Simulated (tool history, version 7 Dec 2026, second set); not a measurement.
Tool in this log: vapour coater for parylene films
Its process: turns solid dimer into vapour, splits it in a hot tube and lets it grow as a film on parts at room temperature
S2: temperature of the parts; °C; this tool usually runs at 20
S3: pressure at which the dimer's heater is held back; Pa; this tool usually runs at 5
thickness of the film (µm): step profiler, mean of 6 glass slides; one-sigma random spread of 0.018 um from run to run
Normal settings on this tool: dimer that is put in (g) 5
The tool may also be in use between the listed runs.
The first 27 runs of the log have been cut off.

run 28 day=42.496 | dimer_that_is_put_in_(g)=5 S2=18 S3=11.48 | thickness_of_the_film_(µm)=1.63
run 29 day=44.175 | dimer_that_is_put_in_(g)=4 S2=20 S3=11.42 | thickness_of_the_film_(µm)=1.26
run 30 day=45.808 | dimer_that_is_put_in_(g)=4 S2=20 S3=10.93 | thickness_of_the_film_(µm)=1.25
run 31 day=47.192 | dimer_that_is_put_in_(g)=5 S2=14 S3=11.73 | thickness_of_the_film_(µm)=1.72
run 32 day=48.633 | dimer_that_is_put_in_(g)=5 S2=14 S3=11.73 | thickness_of_the_film_(µm)=1.72
run 33 day=50.238 | dimer_that_is_put_in_(g)=5 S2=14 S3=11.73 | thickness_of_the_film_(µm)=1.72
run 34 day=52.296 | dimer_that_is_put_in_(g)=5 S2=14 S3=11.73 | thickness_of_the_film_(µm)=1.69
run 35 day=54.292 | dimer_that_is_put_in_(g)=5 S2=21 S3=6 | thickness_of_the_film_(µm)=1.69
run 36 day=56.567 | dimer_that_is_put_in_(g)=7 S2=18 S3=8.16 | thickness_of_the_film_(µm)=2.37
run 37 day=58.742 | dimer_that_is_put_in_(g)=7 S2=20 S3=2.12 | thickness_of_the_film_(µm)=2.87
run 38 day=60.412 | dimer_that_is_put_in_(g)=4 S2=20 S3=2.12 | thickness_of_the_film_(µm)=1.65
run 39 day=62.442 | dimer_that_is_put_in_(g)=5 S2=27 S3=7.54 | thickness_of_the_film_(µm)=1.46
-- day=63.062 trap's valve overhauled
run 40 day=64.796 | dimer_that_is_put_in_(g)=5 S2=27 S3=5 | thickness_of_the_film_(µm)=1.6
run 41 day=66.833 | dimer_that_is_put_in_(g)=5 S2=27 S3=5 | thickness_of_the_film_(µm)=1.6
run 42 day=68.067 | dimer_that_is_put_in_(g)=2 S2=27 S3=2 | thickness_of_the_film_(µm)=0.75
run 43 day=70.404 | dimer_that_is_put_in_(g)=2 S2=27 S3=2 | thickness_of_the_film_(µm)=0.73
run 44 day=72.092 | dimer_that_is_put_in_(g)=8 S2=13 S3=3.61 | thickness_of_the_film_(µm)=3.38
run 45 day=73.892 | dimer_that_is_put_in_(g)=7 S2=19 S3=5 | thickness_of_the_film_(µm)=2.51
run 46 day=75.692 | dimer_that_is_put_in_(g)=5 S2=19 S3=5 | thickness_of_the_film_(µm)=1.8
run 47 day=76.842 | dimer_that_is_put_in_(g)=5 S2=19 S3=5 | thickness_of_the_film_(µm)=1.8

Consider 3 possible next runs. They are alternatives, not a sequence: every one starts from the tool as it was left by run 47. What does each give?
run A day=78.4 | dimer_that_is_put_in_(g)=9 S2=16 S3=11.34 | thickness_of_the_film_(µm)=?
run B day=78.4 | dimer_that_is_put_in_(g)=4 S2=20 S3=4.09 | thickness_of_the_film_(µm)=?
run C day=78.4 | dimer_that_is_put_in_(g)=5 S2=29 S3=8.51 | thickness_of_the_film_(µm)=?

run=A thickness_of_the_film_(µm)=2.98
run=B thickness_of_the_film_(µm)=1.47
run=C thickness_of_the_film_(µm)=1.42
What these runs would have given with no unlogged condition in the tool:
run=A thickness_of_the_film_(µm)=2.98
run=B thickness_of_the_film_(µm)=1.47
run=C thickness_of_the_film_(µm)=1.42

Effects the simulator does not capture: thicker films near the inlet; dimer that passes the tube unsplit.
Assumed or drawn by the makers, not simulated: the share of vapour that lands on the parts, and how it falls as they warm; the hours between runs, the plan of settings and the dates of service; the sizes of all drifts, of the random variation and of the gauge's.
